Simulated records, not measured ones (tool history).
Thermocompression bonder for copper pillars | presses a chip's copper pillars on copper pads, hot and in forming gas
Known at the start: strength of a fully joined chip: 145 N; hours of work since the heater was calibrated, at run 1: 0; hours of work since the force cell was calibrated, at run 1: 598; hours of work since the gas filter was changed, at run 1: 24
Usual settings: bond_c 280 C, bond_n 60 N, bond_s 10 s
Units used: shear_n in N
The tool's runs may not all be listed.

run    hour  bond_c  bond_n  bond_s  hours of work since the heater was calibrated  hours of work since the force cell was calibrated  hours of work since the gas filter was changed  shear_n
  1     0.0     280      60      10                                              0                                                598                                              24     86.8
  2    65.5     280      47      10                                             52                                                651                                              77     72.2
  3   104.4     280      60      10                                             83                                                682                                             108     84.7
  4   167.7     307      60      10                                            134                                                732                                             158    106.2
      193.0  -- forming gas filter changed
  5   241.1     307      60      10                                            192                                                790                                              38    108.8
  6   311.1     307      60      10                                            247                                                846                                              94    107.5
  7   368.5     280      57      10                                            293                                                891                                             140     80.4
      415.7  -- forming gas filter changed
  8   438.1     280      67      10                                            348                                                947                                              18     92.3
  9   490.7     280      65      10                                            390                                                988                                              60     88.7
 10   580.2     280      60      18                                            461                                               1060                                             131     98.9
      635.2  -- forming gas filter changed
 11   648.6     280      60      18                                            515                                               1114                                              11    101.1
 12   690.4     265      60      18                                            549                                               1147                                              44     85.7
 13   777.9     265      60      18                                            618                                               1217                                             114     83.7
 14   826.5     280      38       6                                            657                                               1255                                             152     47.8
      855.4  -- forming gas filter changed
      876.7  -- force cell calibrated
 15   917.7     280      57       7                                            728                                                 33                                              48     69.0
 16   995.8     252      63      10                                            790                                                 95                                             111     56.6
 17  1039.5     252      63      10                                            825                                                130                                             145     55.6
     1081.4  -- forming gas filter changed
 18  1090.3     268      60      12                                            865                                                170                                               7     74.3
 19  1135.2     271      71      24                                            901                                                205                                              43    103.6
 20  1175.3     260      73       5                                            933                                                237                                              75     55.4
     1184.7  -- heater calibrated with a thermocouple chip
 21  1263.0     295      60       8                                             62                                                306                                             143     89.9
     1302.8  -- forming gas filter changed
 22  1321.7     292      57      19                                            109                                                352                                              15    109.2
 23  1381.1     280      65       7                                            156                                                399                                              62     79.1
 24  1435.7     270      69      13                                            199                                                443                                             106     87.8

Here are 5 independent what-if runs from the current tool condition. What would each one return?
  A  1476.4     270      41       5                                            232                                                475                                             138        ?
  B  1476.4     288      60      10                                            232                                                475                                             138        ?
  C  1476.4     251      53      10                                            232                                                475                                             138        ?
  D  1476.4     256      55      20                                            232                                                475                                             138        ?
  E  1476.4     292      60      10                                            232                                                475                                             138        ?

run  shear_n
  A     40.5
  B     89.0
  C     50.3
  D     72.1
  E     92.8
Without the tool's hidden state the same runs would have given:
run  shear_n
  A     41.7
  B     91.7
  C     51.9
  D     74.3
  E     95.6
